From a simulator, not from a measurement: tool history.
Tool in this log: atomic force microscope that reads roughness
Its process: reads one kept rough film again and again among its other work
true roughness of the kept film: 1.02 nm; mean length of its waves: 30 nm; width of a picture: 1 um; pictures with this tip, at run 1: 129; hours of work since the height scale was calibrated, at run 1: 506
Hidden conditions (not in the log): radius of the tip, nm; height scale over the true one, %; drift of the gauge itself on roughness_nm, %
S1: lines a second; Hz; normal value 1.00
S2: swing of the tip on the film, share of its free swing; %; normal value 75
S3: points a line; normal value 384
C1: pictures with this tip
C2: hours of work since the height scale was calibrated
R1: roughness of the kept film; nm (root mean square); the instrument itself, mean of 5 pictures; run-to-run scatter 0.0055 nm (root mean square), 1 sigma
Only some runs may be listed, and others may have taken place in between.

run,hour,S1,S2,S3,C1,C2,R1
1,0.0,1.00,75,384,129,506,0.942
# hour 15.0: new tip fitted
2,18.3,1.00,75,384,4,517,0.949
3,30.6,0.83,75,384,17,525,0.940
4,42.6,1.00,75,384,30,532,0.934
5,65.1,1.74,75,384,54,546,0.928
6,88.4,1.74,75,384,78,560,0.922
7,106.0,1.74,75,384,97,571,0.928
8,118.0,1.00,84,384,110,579,0.938
9,143.8,1.00,84,384,137,595,0.930
# hour 150.3: new tip fitted
10,165.7,1.00,84,384,16,608,0.928
11,187.6,1.00,75,869,39,621,0.943
12,213.9,1.00,75,545,67,638,0.948
13,236.9,1.00,75,545,92,652,0.943
14,257.9,1.00,75,545,114,665,0.955
15,276.8,1.91,81,767,134,676,0.904
# hour 285.4: new tip fitted
16,298.9,1.91,81,767,14,690,0.898
17,324.8,1.91,81,767,42,706,0.920
18,340.3,1.91,68,767,58,715,0.946
19,367.2,1.03,57,401,87,732,0.959
20,381.2,1.03,57,401,102,741,0.960
21,406.7,1.44,57,268,129,756,0.949
# hour 420.1: new tip fitted
22,425.1,1.44,57,268,5,767,0.952
23,447.7,1.00,78,462,29,781,0.933
24,466.2,1.00,75,439,49,793,0.950
25,485.2,1.67,86,384,69,805,0.897
26,512.1,2.33,68,384,97,821,0.934
27,529.4,2.33,68,384,116,832,0.928
28,541.0,1.00,64,358,128,839,0.948

Here are 3 independent what-if runs from the current tool condition. What would each one return?
A,553.3,1.00,75,358,141,847,?
B,553.3,2.90,62,384,141,847,?
C,553.3,1.08,59,321,141,847,?

run,R1
A,0.940
B,0.930
C,0.954
Without the tool's hidden state the same runs would have given:
run,R1
A,0.942
B,0.932
C,0.956
